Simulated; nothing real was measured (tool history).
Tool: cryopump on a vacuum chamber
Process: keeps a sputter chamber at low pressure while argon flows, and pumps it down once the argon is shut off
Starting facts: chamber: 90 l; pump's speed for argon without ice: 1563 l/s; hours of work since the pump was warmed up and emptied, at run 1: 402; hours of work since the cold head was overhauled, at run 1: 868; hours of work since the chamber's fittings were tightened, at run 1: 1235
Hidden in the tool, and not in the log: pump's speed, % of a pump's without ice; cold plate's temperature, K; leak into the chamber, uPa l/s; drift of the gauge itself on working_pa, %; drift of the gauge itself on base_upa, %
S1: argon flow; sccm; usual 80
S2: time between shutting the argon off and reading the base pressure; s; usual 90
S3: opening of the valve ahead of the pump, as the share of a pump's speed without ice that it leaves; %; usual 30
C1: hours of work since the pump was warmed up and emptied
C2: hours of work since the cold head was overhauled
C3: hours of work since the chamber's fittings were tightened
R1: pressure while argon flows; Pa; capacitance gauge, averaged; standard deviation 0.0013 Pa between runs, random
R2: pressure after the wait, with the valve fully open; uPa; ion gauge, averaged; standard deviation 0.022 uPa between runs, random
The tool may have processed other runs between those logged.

run 1 day=0 | S1=80 S2=90 S3=30 | C1=402 C2=868 C3=1235 | R1=0.3221 R2=2.21
run 2 day=0.908 | S1=80 S2=58 S3=30 | C1=416 C2=882 C3=1249 | R1=0.3274 R2=2.44
run 3 day=2.321 | S1=80 S2=58 S3=30 | C1=438 C2=904 C3=1270 | R1=0.3298 R2=2.46
-- day=2.883 pump warmed up, emptied and cooled again
run 4 day=4.129 | S1=80 S2=90 S3=57 | C1=19 C2=929 C3=1295 | R1=0.1537 R2=1.76
run 5 day=5.396 | S1=130 S2=90 S3=30 | C1=39 C2=948 C3=1315 | R1=0.477 R2=1.8
run 6 day=6.954 | S1=80 S2=90 S3=30 | C1=63 C2=972 C3=1339 | R1=0.2948 R2=1.85
run 7 day=7.788 | S1=80 S2=90 S3=30 | C1=76 C2=985 C3=1351 | R1=0.2962 R2=1.82
run 8 day=9.733 | S1=80 S2=181 S3=30 | C1=106 C2=1015 C3=1381 | R1=0.2968 R2=1.69
run 9 day=10.642 | S1=54 S2=90 S3=25 | C1=120 C2=1029 C3=1395 | R1=0.2388 R2=1.96
run 10 day=11.925 | S1=79 S2=90 S3=19 | C1=139 C2=1049 C3=1415 | R1=0.459 R2=2.08
run 11 day=13.133 | S1=79 S2=90 S3=19 | C1=158 C2=1067 C3=1434 | R1=0.4652 R2=2.06
run 12 day=14.817 | S1=40 S2=198 S3=45 | C1=184 C2=1093 C3=1460 | R1=0.103 R2=1.87
run 13 day=16.579 | S1=41 S2=39 S3=45 | C1=211 C2=1121 C3=1487 | R1=0.1072 R2=2.69

4 ways to go on from here, each from the tool as it stands after run 13. What would each give?
run A day=17.396 | S1=45 S2=57 S3=45 | C1=224 C2=1133 C3=1500 | R1=? R2=?
run B day=17.396 | S1=80 S2=64 S3=17 | C1=224 C2=1133 C3=1500 | R1=? R2=?
run C day=17.396 | S1=80 S2=211 S3=38 | C1=224 C2=1133 C3=1500 | R1=? R2=?
run D day=17.396 | S1=41 S2=53 S3=27 | C1=224 C2=1133 C3=1500 | R1=? R2=?

run=A R1=0.1184 R2=2.45
run=B R1=0.5288 R2=2.26
run=C R1=0.2446 R2=1.95
run=D R1=0.1738 R2=2.43
Take away the tool's hidden state, keep each run's random variation, and the runs would have read:
run=A R1=0.1083 R2=0.89
run=B R1=0.5108 R2=0.74
run=C R1=0.2267 R2=0.39
run=D R1=0.1646 R2=0.9

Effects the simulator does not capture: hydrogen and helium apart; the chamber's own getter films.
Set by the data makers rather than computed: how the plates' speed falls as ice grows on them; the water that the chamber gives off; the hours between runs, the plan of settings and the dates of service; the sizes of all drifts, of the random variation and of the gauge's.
